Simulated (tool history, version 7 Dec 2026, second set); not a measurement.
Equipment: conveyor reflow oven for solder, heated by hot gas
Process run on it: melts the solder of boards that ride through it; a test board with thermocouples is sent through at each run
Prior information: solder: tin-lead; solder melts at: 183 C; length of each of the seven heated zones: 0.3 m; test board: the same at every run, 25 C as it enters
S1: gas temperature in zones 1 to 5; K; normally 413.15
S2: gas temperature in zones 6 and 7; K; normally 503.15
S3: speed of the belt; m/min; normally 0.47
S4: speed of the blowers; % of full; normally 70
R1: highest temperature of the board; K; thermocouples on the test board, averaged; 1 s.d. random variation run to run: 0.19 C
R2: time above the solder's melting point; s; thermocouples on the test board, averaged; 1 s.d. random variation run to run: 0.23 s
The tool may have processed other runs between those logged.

run,hour,S1,S2,S3,S4,R1,R2
1,0,413.15,503.15,0.47,70,481.05,48.1
2,26.2,413.15,503.15,0.47,70,480.95,47.9
3,53.8,408.15,503.15,0.47,70,479.25,44.9
4,89.6,408.15,503.15,0.47,60,475.75,39.8
5,130.2,413.15,499.15,0.47,70,477.55,43.6
6,148.1,413.15,499.15,0.47,70,476.75,43.3
7,172.2,413.15,499.15,0.47,70,480.45,48.8
8,200.7,413.15,503.15,0.47,70,483.55,51.6
9,237.1,413.15,503.15,0.47,70,483.45,51.4
10,270,413.15,503.15,0.47,70,483.55,51.1
11,314.9,398.15,503.15,0.47,70,479.75,42.6
12,358.7,398.15,503.15,0.47,70,479.45,42.2
13,399.6,413.15,503.15,0.47,70,482.35,50.8
14,420.6,413.15,503.15,0.47,70,482.65,50.7
15,451.5,413.15,503.15,0.47,70,482.65,50.5
16,477,413.15,503.15,0.444,54,479.05,48.1
17,516.9,413.15,504.15,0.47,70,482.45,49.3
18,542.6,402.15,503.15,0.559,70,471.25,25.2
19,570.4,402.15,501.15,0.431,70,480.15,48
20,606.6,413.15,503.15,0.448,70,482.65,52.6
21,644.5,424.15,503.15,0.47,87,490.25,62.7
22,681.5,424.15,503.15,0.47,87,490.35,62.6
23,706.8,406.15,495.15,0.47,87,479.75,46.3
24,732.3,406.15,495.15,0.47,87,479.85,45.8
25,750.8,417.15,495.15,0.47,56,473.45,39.6
26,768.4,417.15,495.15,0.47,56,473.55,39.8
27,788.2,417.15,495.15,0.47,56,473.45,39.4
28,831.8,424.15,503.15,0.47,70,485.75,57.5
29,865.7,424.15,503.15,0.549,90,485.35,49.3

The log once held 4 entries between its listed runs, left out of this copy. Where does each go, and what is different about the tool's unlogged condition between the listed run before it and the listed run after it?
In the gap between runs 6 and 7: flux residue cleaned out of gas plates and filters (hour 163.5)
  heat that the gas passes to the board, % of a clean oven's: 87.2 -> 99.5; belt's true speed, % of the reading: 99.12 -> 99.1; true gas temperature in zones 6 and 7 over the reading, C: 0.16 -> 0.19
  difference, measured minus the result without the unlogged condition, R1: -3.2 -> +0.3 K; R2: -4.5 -> +0.9 s
In the gap between runs 10 and 11: belt drive overhauled, speed set with a stopwatch (hour 277.9)
  heat that the gas passes to the board, % of a clean oven's: 97.1 -> 96; belt's true speed, % of the reading: 98.96 -> 98.63; true gas temperature in zones 6 and 7 over the reading, C: 0.31 -> 0.36
  difference, measured minus the result without the unlogged condition, R1: -0.2 -> -0.4 K; R2: +0.2 -> +0 s
In the gap between runs 16 and 17: belt drive overhauled, speed set with a stopwatch, once more (hour 490.3)
  heat that the gas passes to the board, % of a clean oven's: 92.2 -> 91.4; belt's true speed, % of the reading: 98.42 -> 100.04; true gas temperature in zones 6 and 7 over the reading, C: 0.56 -> 0.61
  difference, measured minus the result without the unlogged condition, R1: -0.8 -> -2 K; R2: -0.6 -> -2.7 s
In the gap between runs 20 and 21: flux residue cleaned out of gas plates and filters (hour 637.5)
  heat that the gas passes to the board, % of a clean oven's: 89.3 -> 99.6; belt's true speed, % of the reading: 99.92 -> 99.88; true gas temperature in zones 6 and 7 over the reading, C: 0.73 -> 0.77
  difference, measured minus the result without the unlogged condition, R1: -2.3 -> +0.6 K; R2: -3.2 -> +0.5 s
